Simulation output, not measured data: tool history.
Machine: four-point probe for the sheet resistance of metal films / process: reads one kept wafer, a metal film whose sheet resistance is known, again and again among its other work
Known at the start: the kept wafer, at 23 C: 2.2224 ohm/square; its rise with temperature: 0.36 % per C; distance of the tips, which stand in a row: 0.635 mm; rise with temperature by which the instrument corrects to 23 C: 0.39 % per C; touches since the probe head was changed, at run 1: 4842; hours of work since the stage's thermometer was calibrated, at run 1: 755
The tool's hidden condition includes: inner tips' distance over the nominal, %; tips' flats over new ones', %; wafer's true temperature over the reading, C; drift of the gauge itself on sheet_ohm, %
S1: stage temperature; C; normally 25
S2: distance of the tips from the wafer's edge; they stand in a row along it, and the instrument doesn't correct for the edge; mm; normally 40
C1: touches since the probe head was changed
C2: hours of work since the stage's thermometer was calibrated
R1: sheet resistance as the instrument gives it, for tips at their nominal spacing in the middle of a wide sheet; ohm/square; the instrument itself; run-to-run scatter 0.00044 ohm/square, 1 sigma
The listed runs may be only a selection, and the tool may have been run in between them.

{"run": 1, "day": 0.0, "S1": 25, "S2": 40, "C1": 4842, "C2": 755, "R1": 2.221426}
{"run": 2, "day": 5.162, "S1": 25, "S2": 40, "C1": 6555, "C2": 831, "R1": 2.220726}
{"run": 3, "day": 9.442, "S1": 25, "S2": 9, "C1": 7973, "C2": 894, "R1": 2.227492}
{"run": 4, "day": 11.992, "S1": 25, "S2": 40, "C1": 8818, "C2": 931, "R1": 2.222312}
{"run": 5, "day": 15.95, "S1": 25, "S2": 40, "C1": 10131, "C2": 989, "R1": 2.221535}
{"run": 6, "day": 21.442, "S1": 25, "S2": 40, "C1": 11953, "C2": 1070, "R1": 2.222716}
{"run": 7, "day": 26.571, "S1": 25, "S2": 40, "C1": 13653, "C2": 1145, "R1": 2.223239}
{"run": 8, "day": 29.417, "S1": 25, "S2": 6, "C1": 14598, "C2": 1187, "R1": 2.236368}
{"run": 9, "day": 34.104, "S1": 22, "S2": 21, "C1": 16152, "C2": 1256, "R1": 2.226366}
{"run": 10, "day": 37.442, "S1": 25, "S2": 25, "C1": 17258, "C2": 1305, "R1": 2.224511}
{"run": 11, "day": 40.071, "S1": 32, "S2": 25, "C1": 18130, "C2": 1343, "R1": 2.220944}
{"run": 12, "day": 44.45, "S1": 32, "S2": 5, "C1": 19582, "C2": 1407, "R1": 2.239319}
{"run": 13, "day": 47.138, "S1": 32, "S2": 5, "C1": 20474, "C2": 1447, "R1": 2.239564}
{"run": 14, "day": 50.621, "S1": 20, "S2": 20, "C1": 21628, "C2": 1498, "R1": 2.229643}

3 options for the next run, each taken on its own from the tool as it stands now. Forecast them:
{"run": "A", "day": 55.412, "S1": 26, "S2": 3, "C1": 23217, "C2": 1568, "R1": "?"}
{"run": "B", "day": 55.412, "S1": 20, "S2": 15, "C1": 23217, "C2": 1568, "R1": "?"}
{"run": "C", "day": 55.412, "S1": 20, "S2": 6, "C1": 23217, "C2": 1568, "R1": "?"}

run=A R1=2.276396
run=B R1=2.230315
run=C R1=2.241222
With the hidden condition removed and each run's random variation left untouched, the same runs would have given:
run=A R1=2.272552
run=B R1=2.226475
run=C R1=2.237363
